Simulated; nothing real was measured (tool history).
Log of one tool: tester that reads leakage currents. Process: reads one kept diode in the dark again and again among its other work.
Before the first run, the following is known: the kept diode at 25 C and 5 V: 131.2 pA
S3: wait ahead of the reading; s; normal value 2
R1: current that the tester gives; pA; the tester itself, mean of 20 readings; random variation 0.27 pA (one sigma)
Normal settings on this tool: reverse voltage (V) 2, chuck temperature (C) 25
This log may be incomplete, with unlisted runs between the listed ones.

{"run": 1, "hour": 0.0, "reverse voltage (V)": 2, "chuck temperature (C)": 25, "S3": 2, "R1": 87.9}
{"run": 2, "hour": 74.0, "reverse voltage (V)": 2, "chuck temperature (C)": 25, "S3": 2, "R1": 88.15}
{"run": 3, "hour": 140.3, "reverse voltage (V)": 6.55, "chuck temperature (C)": 25, "S3": 2, "R1": 149.1}
{"run": 4, "hour": 172.1, "reverse voltage (V)": 2, "chuck temperature (C)": 25, "S3": 2, "R1": 87.81}
{"run": 5, "hour": 233.1, "reverse voltage (V)": 2, "chuck temperature (C)": 25, "S3": 2, "R1": 88.32}
{"run": 6, "hour": 283.8, "reverse voltage (V)": 2, "chuck temperature (C)": 25, "S3": 2, "R1": 87.9}
{"hour": 320.1, "done": "probe card cleaned and baked"}
{"run": 7, "hour": 325.5, "reverse voltage (V)": 2, "chuck temperature (C)": 25, "S3": 2, "R1": 87.83}
{"run": 8, "hour": 374.9, "reverse voltage (V)": 2, "chuck temperature (C)": 25, "S3": 2, "R1": 87.79}
{"run": 9, "hour": 445.2, "reverse voltage (V)": 2, "chuck temperature (C)": 25, "S3": 2, "R1": 87.95}
{"run": 10, "hour": 489.8, "reverse voltage (V)": 1.07, "chuck temperature (C)": 25, "S3": 2, "R1": 66.68}
{"run": 11, "hour": 553.4, "reverse voltage (V)": 1.07, "chuck temperature (C)": 25, "S3": 2, "R1": 66.75}
{"run": 12, "hour": 620.7, "reverse voltage (V)": 2, "chuck temperature (C)": 34, "S3": 2, "R1": 176.56}
{"run": 13, "hour": 687.4, "reverse voltage (V)": 2, "chuck temperature (C)": 25, "S3": 2, "R1": 88.13}
{"run": 14, "hour": 753.7, "reverse voltage (V)": 2, "chuck temperature (C)": 25, "S3": 2, "R1": 87.56}
{"run": 15, "hour": 797.9, "reverse voltage (V)": 2, "chuck temperature (C)": 25, "S3": 2, "R1": 87.72}
{"run": 16, "hour": 856.8, "reverse voltage (V)": 2, "chuck temperature (C)": 25, "S3": 2, "R1": 87.93}
{"run": 17, "hour": 898.4, "reverse voltage (V)": 2, "chuck temperature (C)": 24, "S3": 2, "R1": 81.17}
{"run": 18, "hour": 962.7, "reverse voltage (V)": 2, "chuck temperature (C)": 24, "S3": 2, "R1": 80.88}
{"run": 19, "hour": 995.4, "reverse voltage (V)": 2, "chuck temperature (C)": 24, "S3": 2, "R1": 81.1}
{"run": 20, "hour": 1036.1, "reverse voltage (V)": 2, "chuck temperature (C)": 24, "S3": 2, "R1": 81.13}
{"run": 21, "hour": 1103.4, "reverse voltage (V)": 8.07, "chuck temperature (C)": 24, "S3": 2.71, "R1": 150.08}
{"run": 22, "hour": 1176.3, "reverse voltage (V)": 2, "chuck temperature (C)": 25, "S3": 1.83, "R1": 87.95}
{"run": 23, "hour": 1209.9, "reverse voltage (V)": 2, "chuck temperature (C)": 25, "S3": 1.83, "R1": 87.96}
{"hour": 1245.1, "done": "chuck's temperature calibrated"}
{"run": 24, "hour": 1245.1, "reverse voltage (V)": 8.6, "chuck temperature (C)": 21, "S3": 4.15, "R1": 121.31}
{"run": 25, "hour": 1277.1, "reverse voltage (V)": 8.6, "chuck temperature (C)": 21, "S3": 4.15, "R1": 120.84}
{"run": 26, "hour": 1318.1, "reverse voltage (V)": 8.6, "chuck temperature (C)": 21, "S3": 4.15, "R1": 121.33}
{"run": 27, "hour": 1387.4, "reverse voltage (V)": 7.2, "chuck temperature (C)": 46, "S3": 4.15, "R1": 742.51}
{"run": 28, "hour": 1427.7, "reverse voltage (V)": 2, "chuck temperature (C)": 31, "S3": 1.4, "R1": 141.53}
{"run": 29, "hour": 1460.4, "reverse voltage (V)": 2, "chuck temperature (C)": 31, "S3": 1.4, "R1": 140.75}
{"run": 30, "hour": 1527.4, "reverse voltage (V)": 1.12, "chuck temperature (C)": 46, "S3": 1.45, "R1": 328.79}
{"run": 31, "hour": 1597.4, "reverse voltage (V)": 1.12, "chuck temperature (C)": 46, "S3": 1.45, "R1": 329.55}
{"run": 32, "hour": 1661.1, "reverse voltage (V)": 1.12, "chuck temperature (C)": 46, "S3": 1.45, "R1": 328.88}
{"run": 33, "hour": 1725.7, "reverse voltage (V)": 1.78, "chuck temperature (C)": 49, "S3": 0.74, "R1": 498.63}
{"run": 34, "hour": 1781.1, "reverse voltage (V)": 1.8, "chuck temperature (C)": 57, "S3": 0.85, "R1": 851.51}
{"run": 35, "hour": 1841.5, "reverse voltage (V)": 12.3, "chuck temperature (C)": 51, "S3": 0.99, "R1": 1338.25}
{"run": 36, "hour": 1898.4, "reverse voltage (V)": 12.3, "chuck temperature (C)": 51, "S3": 0.99, "R1": 1334.61}
{"run": 37, "hour": 1946.8, "reverse voltage (V)": 1.46, "chuck temperature (C)": 41, "S3": 2, "R1": 258.45}
{"run": 38, "hour": 2009.1, "reverse voltage (V)": 1.46, "chuck temperature (C)": 25, "S3": 2, "R1": 76.18}
{"run": 39, "hour": 2072.3, "reverse voltage (V)": 2.05, "chuck temperature (C)": 46, "S3": 2, "R1": 427.19}

Hidden state or all else? Some run-to-run changes of R1, split into what the settings, what came in and random variation would give without the hidden state, and what is left for the hidden state (with any gauge scatter that isn't in both results):
Hidden conditions of the tool in this case: stray current of the dirty probe card, pA a volt; current scale over the true one, %; true chuck temperature over the reading, C; drift of the gauge itself on leakage_pa, %.
Run 3 -> 4: reverse voltage (V) 6.55 -> 2. R1 -61.29 pA: hidden state -0.15, all else -61.14.
Run 26 -> 27: reverse voltage (V) 8.6 -> 7.2, chuck temperature (C) 21 -> 46. R1 +621.18 pA: hidden state +0.09, all else +621.09.
Run 27 -> 28: reverse voltage (V) 7.2 -> 2, chuck temperature (C) 46 -> 31, S3 4.15 -> 1.4. R1 -600.98 pA: hidden state -0.14, all else -600.84.
Run 34 -> 35: reverse voltage (V) 1.8 -> 12.3, chuck temperature (C) 57 -> 51, S3 0.85 -> 0.99. R1 +486.74 pA: hidden state +0.18, all else +486.56.
Run 36 -> 37: reverse voltage (V) 12.3 -> 1.46, chuck temperature (C) 51 -> 41, S3 0.99 -> 2. R1 -1076.16 pA: hidden state -0.24, all else -1075.92.
